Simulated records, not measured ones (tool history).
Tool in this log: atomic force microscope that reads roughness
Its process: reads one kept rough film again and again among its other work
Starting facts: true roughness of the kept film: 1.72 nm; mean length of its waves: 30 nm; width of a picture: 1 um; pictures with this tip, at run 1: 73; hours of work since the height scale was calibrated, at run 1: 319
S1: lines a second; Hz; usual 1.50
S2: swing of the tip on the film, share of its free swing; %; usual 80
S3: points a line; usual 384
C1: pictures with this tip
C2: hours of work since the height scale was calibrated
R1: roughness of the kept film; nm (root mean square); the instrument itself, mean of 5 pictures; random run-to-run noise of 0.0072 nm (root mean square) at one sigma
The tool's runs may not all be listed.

run,hour,S1,S2,S3,C1,C2,R1
1,0.0,1.50,80,384,73,319,1.420
2,6.9,1.10,80,384,85,325,1.460
3,20.0,1.10,80,384,108,335,1.451
4,31.3,1.10,80,384,128,344,1.443
5,39.6,1.10,80,384,143,350,1.439
6,49.8,1.10,80,384,161,358,1.414
7,60.8,1.50,80,362,180,366,1.387
8,75.5,1.50,80,362,206,378,1.358
9,83.3,1.50,80,362,220,384,1.356
10,97.8,1.50,80,362,246,395,1.352
11,110.8,1.50,80,362,269,405,1.344
12,119.2,1.50,80,362,283,411,1.337
13,129.7,2.01,80,384,302,419,1.279
# hour 134.6: new tip fitted
14,137.1,1.50,80,384,4,425,1.485
15,144.7,1.50,80,384,18,430,1.480
16,155.1,0.68,80,384,36,438,1.548
17,164.4,0.68,80,384,52,446,1.517
18,171.4,1.50,80,384,65,451,1.446
19,181.3,2.62,80,856,82,459,1.382
20,193.9,0.79,76,268,104,468,1.491
21,204.3,0.80,80,384,123,476,1.478
22,218.9,3.08,62,475,149,488,1.437
23,226.2,3.08,70,285,161,493,1.365
24,240.8,0.57,65,384,187,504,1.500
25,254.9,0.57,65,384,212,515,1.468
26,265.1,2.18,64,675,230,523,1.424
27,278.3,0.50,56,363,253,533,1.460
28,293.8,0.50,56,363,281,545,1.441
29,303.8,0.50,56,363,298,553,1.441
# hour 311.3: new tip fitted
30,311.9,0.50,56,578,1,559,1.619
31,323.4,0.50,56,578,21,568,1.613
32,331.5,0.50,56,578,35,574,1.602
33,345.8,0.77,62,620,61,585,1.572
34,353.1,0.58,62,620,74,591,1.567
35,368.2,0.58,62,391,100,602,1.552
36,376.2,0.58,62,391,114,608,1.536

What if the next run were any one of these 5? Each begins from the tool's condition after run 36:
A,386.3,0.79,79,737,132,616,?
B,386.3,3.28,67,553,132,616,?
C,386.3,0.58,69,391,132,616,?
D,386.3,1.50,77,389,132,616,?
E,386.3,0.58,62,330,132,616,?

run,R1
A,1.488
B,1.411
C,1.521
D,1.439
E,1.525
Take away the tool's hidden state, keep each run's random variation, and the runs would have read:
run,R1
A,1.563
B,1.481
C,1.597
D,1.510
E,1.601

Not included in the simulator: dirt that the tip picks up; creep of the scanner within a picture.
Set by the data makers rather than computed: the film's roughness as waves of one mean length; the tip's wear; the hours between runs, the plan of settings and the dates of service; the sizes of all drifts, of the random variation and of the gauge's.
